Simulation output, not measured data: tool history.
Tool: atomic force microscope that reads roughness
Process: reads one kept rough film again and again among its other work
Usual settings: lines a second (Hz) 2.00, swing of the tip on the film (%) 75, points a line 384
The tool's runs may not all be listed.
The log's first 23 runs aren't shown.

| run | hour | lines a second (Hz) | swing of the tip on the film (%) | points a line | roughness of the kept film (nm (root mean square)) |
|---|---|---|---|---|---|
| 24 | 417.2 | 1.51 | 72 | 310 | 2.832 |
| 25 | 431.0 | 2.55 | 72 | 601 | 2.778 |
| 26 | 445.4 | 0.98 | 74 | 439 | 2.744 |
|  | 469.4 | new tip fitted |
| 27 | 473.3 | 1.15 | 56 | 439 | 3.961 |
| 28 | 497.8 | 2.32 | 55 | 319 | 3.648 |
| 29 | 518.5 | 1.09 | 75 | 319 | 3.465 |
| 30 | 542.1 | 1.62 | 71 | 717 | 3.331 |
| 31 | 556.6 | 1.05 | 71 | 457 | 3.258 |
| 32 | 579.9 | 2.45 | 56 | 457 | 3.107 |
| 33 | 591.7 | 0.72 | 89 | 438 | 2.978 |
| 34 | 604.3 | 1.80 | 75 | 677 | 2.910 |
| 35 | 621.0 | 1.80 | 75 | 677 | 2.803 |

Forecast each of these 5 alternatives for the next run:
| A | 634.7 | 1.12 | 55 | 725 | ? |
| B | 634.7 | 0.75 | 86 | 314 | ? |
| C | 634.7 | 2.00 | 71 | 384 | ? |
| D | 634.7 | 2.00 | 78 | 482 | ? |
| E | 634.7 | 0.98 | 75 | 677 | ? |

| run | roughness of the kept film (nm (root mean square)) |
|---|---|
| A | 2.830 |
| B | 2.751 |
| C | 2.723 |
| D | 2.697 |
| E | 2.815 |
Without the tool's hidden state the same runs would have given:
| run | roughness of the kept film (nm (root mean square)) |
|---|---|
| A | 4.040 |
| B | 3.924 |
| C | 3.887 |
| D | 3.853 |
| E | 4.017 |

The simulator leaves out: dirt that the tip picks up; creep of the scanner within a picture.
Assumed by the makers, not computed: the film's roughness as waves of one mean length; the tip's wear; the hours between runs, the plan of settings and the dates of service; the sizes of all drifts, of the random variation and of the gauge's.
